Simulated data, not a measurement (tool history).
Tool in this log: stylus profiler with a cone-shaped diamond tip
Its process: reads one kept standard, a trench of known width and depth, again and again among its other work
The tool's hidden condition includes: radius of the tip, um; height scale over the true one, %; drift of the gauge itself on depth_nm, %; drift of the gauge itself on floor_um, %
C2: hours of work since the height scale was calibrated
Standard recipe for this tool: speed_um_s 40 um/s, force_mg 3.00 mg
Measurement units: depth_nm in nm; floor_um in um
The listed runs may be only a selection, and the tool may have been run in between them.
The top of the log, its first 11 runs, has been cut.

{"day": 6.342, "done": "height scale calibrated on a step standard"}
{"run": 12, "day": 6.746, "speed_um_s": 26, "force_mg": 3.0, "scans with this tip": 8523, "C2": 5, "depth_nm": 204.44, "floor_um": 96.94}
{"run": 13, "day": 7.588, "speed_um_s": 40, "force_mg": 3.0, "scans with this tip": 8610, "C2": 15, "depth_nm": 204.42, "floor_um": 96.9}
{"run": 14, "day": 7.996, "speed_um_s": 40, "force_mg": 3.0, "scans with this tip": 8652, "C2": 20, "depth_nm": 204.42, "floor_um": 96.91}
{"run": 15, "day": 8.708, "speed_um_s": 40, "force_mg": 3.0, "scans with this tip": 8726, "C2": 29, "depth_nm": 204.45, "floor_um": 96.92}
{"run": 16, "day": 9.329, "speed_um_s": 40, "force_mg": 3.0, "scans with this tip": 8790, "C2": 36, "depth_nm": 204.4, "floor_um": 96.88}
{"day": 9.404, "done": "height scale calibrated on a step standard, once more"}
{"run": 17, "day": 9.85, "speed_um_s": 40, "force_mg": 3.0, "scans with this tip": 8841, "C2": 5, "depth_nm": 203.33, "floor_um": 96.87}
{"run": 18, "day": 10.729, "speed_um_s": 40, "force_mg": 3.0, "scans with this tip": 8932, "C2": 16, "depth_nm": 203.34, "floor_um": 96.83}
{"run": 19, "day": 11.217, "speed_um_s": 125, "force_mg": 3.0, "scans with this tip": 8982, "C2": 22, "depth_nm": 203.4, "floor_um": 96.5}
{"run": 20, "day": 11.917, "speed_um_s": 125, "force_mg": 3.0, "scans with this tip": 9055, "C2": 31, "depth_nm": 203.46, "floor_um": 96.55}
{"run": 21, "day": 12.304, "speed_um_s": 125, "force_mg": 3.0, "scans with this tip": 9094, "C2": 35, "depth_nm": 203.33, "floor_um": 96.58}
{"run": 22, "day": 12.908, "speed_um_s": 125, "force_mg": 3.0, "scans with this tip": 9157, "C2": 43, "depth_nm": 203.15, "floor_um": 96.47}
{"run": 23, "day": 13.508, "speed_um_s": 114, "force_mg": 2.51, "scans with this tip": 9219, "C2": 50, "depth_nm": 202.94, "floor_um": 96.53}
{"run": 24, "day": 14.296, "speed_um_s": 88, "force_mg": 3.86, "scans with this tip": 9300, "C2": 59, "depth_nm": 203.88, "floor_um": 96.68}
{"run": 25, "day": 14.742, "speed_um_s": 52, "force_mg": 4.85, "scans with this tip": 9346, "C2": 65, "depth_nm": 204.67, "floor_um": 96.84}
{"run": 26, "day": 15.279, "speed_um_s": 16, "force_mg": 1.22, "scans with this tip": 9401, "C2": 71, "depth_nm": 201.81, "floor_um": 96.89}
{"run": 27, "day": 15.904, "speed_um_s": 16, "force_mg": 1.22, "scans with this tip": 9466, "C2": 79, "depth_nm": 201.92, "floor_um": 96.89}
{"run": 28, "day": 16.512, "speed_um_s": 132, "force_mg": 1.32, "scans with this tip": 9529, "C2": 86, "depth_nm": 201.94, "floor_um": 96.24}
{"run": 29, "day": 17.275, "speed_um_s": 132, "force_mg": 1.2, "scans with this tip": 9607, "C2": 96, "depth_nm": 201.67, "floor_um": 96.16}
{"run": 30, "day": 18.05, "speed_um_s": 40, "force_mg": 5.81, "scans with this tip": 9687, "C2": 105, "depth_nm": 205.12, "floor_um": 96.85}
{"run": 31, "day": 18.679, "speed_um_s": 22, "force_mg": 3.0, "scans with this tip": 9752, "C2": 113, "depth_nm": 203.49, "floor_um": 96.84}
{"run": 32, "day": 19.104, "speed_um_s": 50, "force_mg": 1.44, "scans with this tip": 9796, "C2": 118, "depth_nm": 202.1, "floor_um": 96.67}
{"run": 33, "day": 19.496, "speed_um_s": 31, "force_mg": 3.93, "scans with this tip": 9836, "C2": 123, "depth_nm": 204.01, "floor_um": 96.88}
{"run": 34, "day": 19.875, "speed_um_s": 31, "force_mg": 3.93, "scans with this tip": 9876, "C2": 127, "depth_nm": 203.92, "floor_um": 96.87}

What if the next run were any one of these 5? Each begins from the tool's condition after run 34:
{"run": "A", "day": 20.7, "speed_um_s": 17, "force_mg": 4.44, "scans with this tip": 9960, "C2": 137, "depth_nm": "?", "floor_um": "?"}
{"run": "B", "day": 20.7, "speed_um_s": 96, "force_mg": 1.33, "scans with this tip": 9960, "C2": 137, "depth_nm": "?", "floor_um": "?"}
{"run": "C", "day": 20.7, "speed_um_s": 91, "force_mg": 4.3, "scans with this tip": 9960, "C2": 137, "depth_nm": "?", "floor_um": "?"}
{"run": "D", "day": 20.7, "speed_um_s": 92, "force_mg": 2.57, "scans with this tip": 9960, "C2": 137, "depth_nm": "?", "floor_um": "?"}
{"run": "E", "day": 20.7, "speed_um_s": 91, "force_mg": 4.65, "scans with this tip": 9960, "C2": 137, "depth_nm": "?", "floor_um": "?"}

run=A depth_nm=204.26 floor_um=96.90
run=B depth_nm=201.94 floor_um=96.38
run=C depth_nm=204.25 floor_um=96.69
run=D depth_nm=203.25 floor_um=96.58
run=E depth_nm=204.52 floor_um=96.64
Take away the tool's hidden state, keep each run's random variation, and the runs would have read:
run=A depth_nm=204.20 floor_um=98.01
run=B depth_nm=201.88 floor_um=97.49
run=C depth_nm=204.20 floor_um=97.80
run=D depth_nm=203.20 floor_um=97.69
run=E depth_nm=204.46 floor_um=97.75
